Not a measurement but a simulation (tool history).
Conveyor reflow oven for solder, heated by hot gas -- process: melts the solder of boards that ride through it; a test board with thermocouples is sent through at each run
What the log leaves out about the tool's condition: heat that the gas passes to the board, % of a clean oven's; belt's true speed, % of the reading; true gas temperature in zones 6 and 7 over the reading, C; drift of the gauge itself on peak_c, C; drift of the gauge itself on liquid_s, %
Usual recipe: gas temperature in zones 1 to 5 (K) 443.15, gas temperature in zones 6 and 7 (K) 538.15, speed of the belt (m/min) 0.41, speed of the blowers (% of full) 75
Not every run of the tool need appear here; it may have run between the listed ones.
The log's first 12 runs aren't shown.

run	hour	gas temperature in zones 1 to 5 (K)	gas temperature in zones 6 and 7 (K)	speed of the belt (m/min)	speed of the blowers (% of full)	hours of work since the flux was cleaned out	hours of work since the belt drive was overhauled	hours of work since the thermocouples were changed	highest temperature of the board (K)	time above the solder's melting point (s)
13	584.7	443.15	538.15	0.41	85	72	720	767	521.95	71.7
14	639.3	443.15	538.15	0.41	85	111	759	806	522.55	72
15	673.7	443.15	538.15	0.41	75	135	784	830	519.75	68.8
16	726.1	443.15	531.15	0.41	75	173	821	867	514.85	62.2
# hour 749.2: flux residue cleaned out of gas plates and filters
# hour 766.8: thermocouples of zones 6 and 7 changed
17	793.4	439.15	540.15	0.457	75	30	864	19	517.15	55.3
18	839.4	433.15	547.15	0.457	75	63	897	52	521.65	57.6
19	870.4	433.15	547.15	0.457	75	85	919	74	521.45	57.9
20	905.7	433.15	539.15	0.457	75	110	944	99	515.45	49.9
21	937.1	433.15	539.15	0.457	58	133	967	121	509.65	40.6
22	1002	433.15	539.15	0.457	58	179	1013	168	509.45	40.6
# hour 1017: flux residue cleaned out of gas plates and filters
23	1055.5	451.15	539.15	0.433	58	27	1048	202	516.25	62.7
24	1089	443.15	547.15	0.341	75	51	1072	226	534.35	100.3
25	1158.5	443.15	538.15	0.41	74	101	1121	276	520.15	69.2
26	1188.5	451.15	538.15	0.41	74	122	1143	297	521.25	74.9
27	1254.6	451.15	538.15	0.41	74	169	1190	344	521.55	73.9
# hour 1282: flux residue cleaned out of gas plates and filters
28	1290.5	454.15	533.15	0.4	65	6	1212	366	516.75	72.1
29	1319.4	443.15	537.15	0.41	58	27	1232	387	514.95	60.8
30	1378.4	446.15	538.15	0.372	77	69	1275	429	524.15	82.9
31	1431.8	443.15	536.15	0.401	75	107	1313	467	519.25	69.3

Alternative continuations, all from the tool just after run 31; predict every row:
A	1473.7	452.15	536.15	0.401	61	137	1343	497	?	?
B	1473.7	443.15	541.15	0.353	75	137	1343	497	?	?
C	1473.7	451.15	536.15	0.338	75	137	1343	497	?	?

run	highest temperature of the board (K)	time above the solder's melting point (s)
A	518.45	70.7
B	527.05	91.3
C	524.85	97.7
Without the tool's hidden state the same runs would have given:
run	highest temperature of the board (K)	time above the solder's melting point (s)
A	518.25	70.4
B	526.85	91
C	524.75	97.3
